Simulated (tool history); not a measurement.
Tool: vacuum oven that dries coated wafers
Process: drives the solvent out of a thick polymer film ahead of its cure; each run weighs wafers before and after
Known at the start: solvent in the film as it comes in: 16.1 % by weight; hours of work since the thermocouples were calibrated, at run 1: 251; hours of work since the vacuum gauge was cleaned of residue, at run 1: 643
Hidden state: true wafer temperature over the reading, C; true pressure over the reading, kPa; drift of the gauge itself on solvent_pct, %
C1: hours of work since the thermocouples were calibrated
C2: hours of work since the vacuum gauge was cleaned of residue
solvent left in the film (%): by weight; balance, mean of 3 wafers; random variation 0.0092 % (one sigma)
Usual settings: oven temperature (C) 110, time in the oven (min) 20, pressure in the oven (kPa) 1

run 1 day=0 | oven_temperature_(C)=110 time_in_the_oven_(min)=20 pressure_in_the_oven_(kPa)=1 | C1=251 C2=643 | solvent_left_in_the_film_(%)=1.058
run 2 day=2.35 | oven_temperature_(C)=110 time_in_the_oven_(min)=20 pressure_in_the_oven_(kPa)=1 | C1=276 C2=668 | solvent_left_in_the_film_(%)=1.059
run 3 day=4.579 | oven_temperature_(C)=110 time_in_the_oven_(min)=35 pressure_in_the_oven_(kPa)=1 | C1=299 C2=691 | solvent_left_in_the_film_(%)=0.634
run 4 day=6.742 | oven_temperature_(C)=110 time_in_the_oven_(min)=35 pressure_in_the_oven_(kPa)=1 | C1=322 C2=714 | solvent_left_in_the_film_(%)=0.646
run 5 day=9.062 | oven_temperature_(C)=110 time_in_the_oven_(min)=11 pressure_in_the_oven_(kPa)=1 | C1=346 C2=738 | solvent_left_in_the_film_(%)=2.633
run 6 day=11.425 | oven_temperature_(C)=110 time_in_the_oven_(min)=16 pressure_in_the_oven_(kPa)=1 | C1=371 C2=763 | solvent_left_in_the_film_(%)=1.497
run 7 day=13.062 | oven_temperature_(C)=110 time_in_the_oven_(min)=16 pressure_in_the_oven_(kPa)=1 | C1=388 C2=780 | solvent_left_in_the_film_(%)=1.476
run 8 day=14.812 | oven_temperature_(C)=110 time_in_the_oven_(min)=20 pressure_in_the_oven_(kPa)=1 | C1=406 C2=799 | solvent_left_in_the_film_(%)=1.056
run 9 day=16.471 | oven_temperature_(C)=110 time_in_the_oven_(min)=20 pressure_in_the_oven_(kPa)=1 | C1=424 C2=816 | solvent_left_in_the_film_(%)=1.06
run 10 day=17.958 | oven_temperature_(C)=110 time_in_the_oven_(min)=20 pressure_in_the_oven_(kPa)=1 | C1=439 C2=832 | solvent_left_in_the_film_(%)=1.062
run 11 day=20.367 | oven_temperature_(C)=110 time_in_the_oven_(min)=20 pressure_in_the_oven_(kPa)=1 | C1=465 C2=857 | solvent_left_in_the_film_(%)=1.035
run 12 day=22.188 | oven_temperature_(C)=110 time_in_the_oven_(min)=20 pressure_in_the_oven_(kPa)=1 | C1=484 C2=876 | solvent_left_in_the_film_(%)=1.055
run 13 day=23.725 | oven_temperature_(C)=110 time_in_the_oven_(min)=20 pressure_in_the_oven_(kPa)=1 | C1=500 C2=892 | solvent_left_in_the_film_(%)=1.056
run 14 day=25.758 | oven_temperature_(C)=100 time_in_the_oven_(min)=20 pressure_in_the_oven_(kPa)=1 | C1=521 C2=914 | solvent_left_in_the_film_(%)=2.202
run 15 day=28.8 | oven_temperature_(C)=110 time_in_the_oven_(min)=14 pressure_in_the_oven_(kPa)=1 | C1=553 C2=946 | solvent_left_in_the_film_(%)=1.797
run 16 day=31.312 | oven_temperature_(C)=114 time_in_the_oven_(min)=14 pressure_in_the_oven_(kPa)=1 | C1=580 C2=972 | solvent_left_in_the_film_(%)=1.341
run 17 day=33.2 | oven_temperature_(C)=114 time_in_the_oven_(min)=14 pressure_in_the_oven_(kPa)=1 | C1=600 C2=992 | solvent_left_in_the_film_(%)=1.344
run 18 day=36.062 | oven_temperature_(C)=114 time_in_the_oven_(min)=14 pressure_in_the_oven_(kPa)=1 | C1=630 C2=1022 | solvent_left_in_the_film_(%)=1.325
run 19 day=39.046 | oven_temperature_(C)=114 time_in_the_oven_(min)=14 pressure_in_the_oven_(kPa)=1 | C1=661 C2=1053 | solvent_left_in_the_film_(%)=1.323
run 20 day=40.517 | oven_temperature_(C)=114 time_in_the_oven_(min)=14 pressure_in_the_oven_(kPa)=1 | C1=676 C2=1069 | solvent_left_in_the_film_(%)=1.331
-- day=40.825 vacuum gauge cleaned of residue and calibrated
run 21 day=43.271 | oven_temperature_(C)=116 time_in_the_oven_(min)=20 pressure_in_the_oven_(kPa)=2.32 | C1=705 C2=26 | solvent_left_in_the_film_(%)=1.232
-- day=46.221 vacuum gauge cleaned of residue and calibrated, once more
run 22 day=46.321 | oven_temperature_(C)=111 time_in_the_oven_(min)=20 pressure_in_the_oven_(kPa)=0.52 | C1=736 C2=1 | solvent_left_in_the_film_(%)=0.614
run 23 day=48.85 | oven_temperature_(C)=111 time_in_the_oven_(min)=20 pressure_in_the_oven_(kPa)=0.52 | C1=763 C2=28 | solvent_left_in_the_film_(%)=0.603
run 24 day=51.158 | oven_temperature_(C)=117 time_in_the_oven_(min)=20 pressure_in_the_oven_(kPa)=0.52 | C1=787 C2=52 | solvent_left_in_the_film_(%)=0.339
run 25 day=53.517 | oven_temperature_(C)=117 time_in_the_oven_(min)=15 pressure_in_the_oven_(kPa)=0.52 | C1=812 C2=77 | solvent_left_in_the_film_(%)=0.64
run 26 day=56.458 | oven_temperature_(C)=110 time_in_the_oven_(min)=21 pressure_in_the_oven_(kPa)=0.81 | C1=842 C2=108 | solvent_left_in_the_film_(%)=0.738
run 27 day=58.596 | oven_temperature_(C)=110 time_in_the_oven_(min)=21 pressure_in_the_oven_(kPa)=0.81 | C1=865 C2=130 | solvent_left_in_the_film_(%)=0.747
run 28 day=60.954 | oven_temperature_(C)=101 time_in_the_oven_(min)=12 pressure_in_the_oven_(kPa)=1 | C1=890 C2=155 | solvent_left_in_the_film_(%)=3.635
run 29 day=63.188 | oven_temperature_(C)=101 time_in_the_oven_(min)=12 pressure_in_the_oven_(kPa)=1 | C1=913 C2=178 | solvent_left_in_the_film_(%)=3.617
run 30 day=65.896 | oven_temperature_(C)=108 time_in_the_oven_(min)=15 pressure_in_the_oven_(kPa)=1 | C1=942 C2=207 | solvent_left_in_the_film_(%)=1.669
run 31 day=68.783 | oven_temperature_(C)=116 time_in_the_oven_(min)=31 pressure_in_the_oven_(kPa)=0.73 | C1=972 C2=237 | solvent_left_in_the_film_(%)=0.322
run 32 day=71.583 | oven_temperature_(C)=109 time_in_the_oven_(min)=21 pressure_in_the_oven_(kPa)=2.6 | C1=1001 C2=266 | solvent_left_in_the_film_(%)=1.652
run 33 day=72.858 | oven_temperature_(C)=109 time_in_the_oven_(min)=23 pressure_in_the_oven_(kPa)=1 | C1=1015 C2=280 | solvent_left_in_the_film_(%)=0.782
run 34 day=75.154 | oven_temperature_(C)=109 time_in_the_oven_(min)=23 pressure_in_the_oven_(kPa)=1 | C1=1039 C2=304 | solvent_left_in_the_film_(%)=0.779
run 35 day=78.183 | oven_temperature_(C)=110 time_in_the_oven_(min)=27 pressure_in_the_oven_(kPa)=1 | C1=1071 C2=336 | solvent_left_in_the_film_(%)=0.616
run 36 day=81.246 | oven_temperature_(C)=110 time_in_the_oven_(min)=27 pressure_in_the_oven_(kPa)=1 | C1=1103 C2=368 | solvent_left_in_the_film_(%)=0.626
run 37 day=83.858 | oven_temperature_(C)=110 time_in_the_oven_(min)=27 pressure_in_the_oven_(kPa)=1 | C1=1130 C2=395 | solvent_left_in_the_film_(%)=0.622
run 38 day=86.267 | oven_temperature_(C)=112 time_in_the_oven_(min)=11 pressure_in_the_oven_(kPa)=1 | C1=1156 C2=421 | solvent_left_in_the_film_(%)=2.018

Forecast each of these 5 alternatives for the next run:
run A day=88.575 | oven_temperature_(C)=97 time_in_the_oven_(min)=23 pressure_in_the_oven_(kPa)=0.65 | C1=1180 C2=445 | solvent_left_in_the_film_(%)=?
run B day=88.575 | oven_temperature_(C)=112 time_in_the_oven_(min)=29 pressure_in_the_oven_(kPa)=1 | C1=1180 C2=445 | solvent_left_in_the_film_(%)=?
run C day=88.575 | oven_temperature_(C)=110 time_in_the_oven_(min)=18 pressure_in_the_oven_(kPa)=1 | C1=1180 C2=445 | solvent_left_in_the_film_(%)=?
run D day=88.575 | oven_temperature_(C)=112 time_in_the_oven_(min)=11 pressure_in_the_oven_(kPa)=1.44 | C1=1180 C2=445 | solvent_left_in_the_film_(%)=?
run E day=88.575 | oven_temperature_(C)=114 time_in_the_oven_(min)=11 pressure_in_the_oven_(kPa)=0.6 | C1=1180 C2=445 | solvent_left_in_the_film_(%)=?

run=A solvent_left_in_the_film_(%)=1.722
run=B solvent_left_in_the_film_(%)=0.557
run=C solvent_left_in_the_film_(%)=1.036
run=D solvent_left_in_the_film_(%)=2.201
run=E solvent_left_in_the_film_(%)=1.577
Without the tool's hidden state the same runs would have given:
run=A solvent_left_in_the_film_(%)=2.041
run=B solvent_left_in_the_film_(%)=0.581
run=C solvent_left_in_the_film_(%)=1.231
run=D solvent_left_in_the_film_(%)=2.584
run=E solvent_left_in_the_film_(%)=1.901
